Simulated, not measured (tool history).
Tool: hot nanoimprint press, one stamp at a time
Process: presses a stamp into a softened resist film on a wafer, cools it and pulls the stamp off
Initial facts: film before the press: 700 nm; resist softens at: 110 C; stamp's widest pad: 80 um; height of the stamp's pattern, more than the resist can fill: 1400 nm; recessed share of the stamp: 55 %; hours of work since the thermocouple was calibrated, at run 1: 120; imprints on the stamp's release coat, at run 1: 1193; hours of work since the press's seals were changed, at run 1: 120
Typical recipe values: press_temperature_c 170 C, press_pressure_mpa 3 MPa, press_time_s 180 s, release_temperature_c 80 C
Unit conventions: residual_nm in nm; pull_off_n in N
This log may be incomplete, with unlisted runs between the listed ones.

| run | hour | press_temperature_c | press_pressure_mpa | press_time_s | release_temperature_c | hours of work since the thermocouple was calibrated | imprints on the stamp's release coat | hours of work since the press's seals were changed | residual_nm | pull_off_n |
|---|---|---|---|---|---|---|---|---|---|---|
| 1 | 0 | 170 | 3 | 180 | 80 | 120 | 1193 | 120 | 352.6 | 229 |
| 2 | 20.5 | 170 | 3 | 180 | 80 | 131 | 1277 | 131 | 353.1 | 236 |
|  | 31.9 | stamp cleaned and given a new release coat |
| 3 | 46 | 170 | 3 | 180 | 80 | 142 | 58 | 142 | 353.3 | 235 |
| 4 | 59.5 | 170 | 3 | 180 | 80 | 149 | 114 | 149 | 353.7 | 231 |
| 5 | 72.6 | 170 | 3 | 180 | 80 | 156 | 167 | 156 | 352.8 | 224 |
| 6 | 90.3 | 170 | 3 | 180 | 80 | 165 | 240 | 165 | 351.8 | 229 |
| 7 | 105.3 | 170 | 3 | 180 | 80 | 173 | 302 | 173 | 351.4 | 230 |
| 8 | 129.3 | 170 | 3 | 180 | 80 | 186 | 400 | 186 | 352 | 224 |
| 9 | 144.2 | 170 | 3 | 180 | 80 | 194 | 461 | 194 | 352.9 | 229 |
| 10 | 166 | 170 | 3 | 180 | 80 | 206 | 551 | 206 | 349.7 | 233 |
| 11 | 180.4 | 170 | 3 | 180 | 80 | 213 | 610 | 213 | 350.4 | 236 |
| 12 | 200.9 | 170 | 3 | 180 | 80 | 224 | 694 | 224 | 352.1 | 231 |
| 13 | 217.3 | 170 | 3 | 180 | 80 | 233 | 762 | 233 | 350.3 | 229 |
| 14 | 239.9 | 170 | 3 | 100 | 80 | 245 | 854 | 245 | 416.6 | 228 |
| 15 | 263.7 | 170 | 3 | 100 | 80 | 258 | 952 | 258 | 412.5 | 228 |
| 16 | 278.6 | 178 | 1.89 | 357 | 76 | 266 | 1013 | 266 | 263.3 | 253 |
| 17 | 291.3 | 170 | 4.4 | 328 | 76 | 273 | 1065 | 273 | 228.8 | 256 |
| 18 | 308.7 | 169 | 4.4 | 139 | 76 | 282 | 1137 | 282 | 320 | 257 |
| 19 | 322.1 | 170 | 2.76 | 275 | 78 | 289 | 1192 | 289 | 318.8 | 236 |
| 20 | 344.7 | 170 | 4.08 | 126 | 80 | 301 | 1285 | 301 | 328.8 | 228 |
|  | 354.8 | stamp cleaned and given a new release coat |
| 21 | 362.7 | 170 | 4.08 | 126 | 80 | 308 | 33 | 308 | 328.6 | 238 |
| 22 | 385.2 | 170 | 1.94 | 126 | 87 | 320 | 125 | 320 | 470.9 | 181 |
| 23 | 396 | 164 | 2.64 | 122 | 80 | 325 | 169 | 325 | 504.4 | 229 |
| 24 | 409 | 177 | 3.55 | 211 | 81 | 332 | 223 | 332 | 222.8 | 225 |
| 25 | 420.9 | 182 | 3 | 109 | 80 | 339 | 272 | 339 | 255.1 | 238 |
| 26 | 444.9 | 164 | 3.3 | 109 | 80 | 351 | 370 | 351 | 473.6 | 234 |
| 27 | 456.9 | 164 | 3.3 | 109 | 80 | 358 | 420 | 358 | 475.1 | 246 |
| 28 | 474.4 | 161 | 2.37 | 336 | 65 | 367 | 492 | 367 | 460.5 | 340 |
| 29 | 498.3 | 159 | 3 | 180 | 76 | 380 | 590 | 380 | 514.6 | 263 |

Same runs, no hidden state in the tool, same run-to-run variation:
Hidden state present: true temperature over the reading, C; pressure that arrives at the usual setting, %; grip of the stamp's worn release coat, % over a new coat's; drift of the gauge itself on residual_nm, %; drift of the gauge itself on pull_off_n, %.
| run | residual_nm |
|---|---|
| 1 | 352.8 |
| 2 | 353.6 |
| 3 | 354.2 |
| 4 | 354.8 |
| 5 | 354.2 |
| 6 | 353.5 |
| 7 | 353.4 |
| 8 | 354.4 |
| 9 | 355.6 |
| 10 | 352.9 |
| 11 | 353.8 |
| 12 | 355.9 |
| 13 | 354.4 |
| 14 | 422 |
| 15 | 418.3 |
| 16 | 267.2 |
| 17 | 232.4 |
| 18 | 325.4 |
| 19 | 324.4 |
| 20 | 335 |
| 21 | 335 |
| 22 | 480.5 |
| 23 | 515 |
| 24 | 227.7 |
| 25 | 260.8 |
| 26 | 484.8 |
| 27 | 486.7 |
| 28 | 472.2 |
| 29 | 528.3 |
pull_off_n without the hidden state stays within 2 N of what was measured, in all runs.

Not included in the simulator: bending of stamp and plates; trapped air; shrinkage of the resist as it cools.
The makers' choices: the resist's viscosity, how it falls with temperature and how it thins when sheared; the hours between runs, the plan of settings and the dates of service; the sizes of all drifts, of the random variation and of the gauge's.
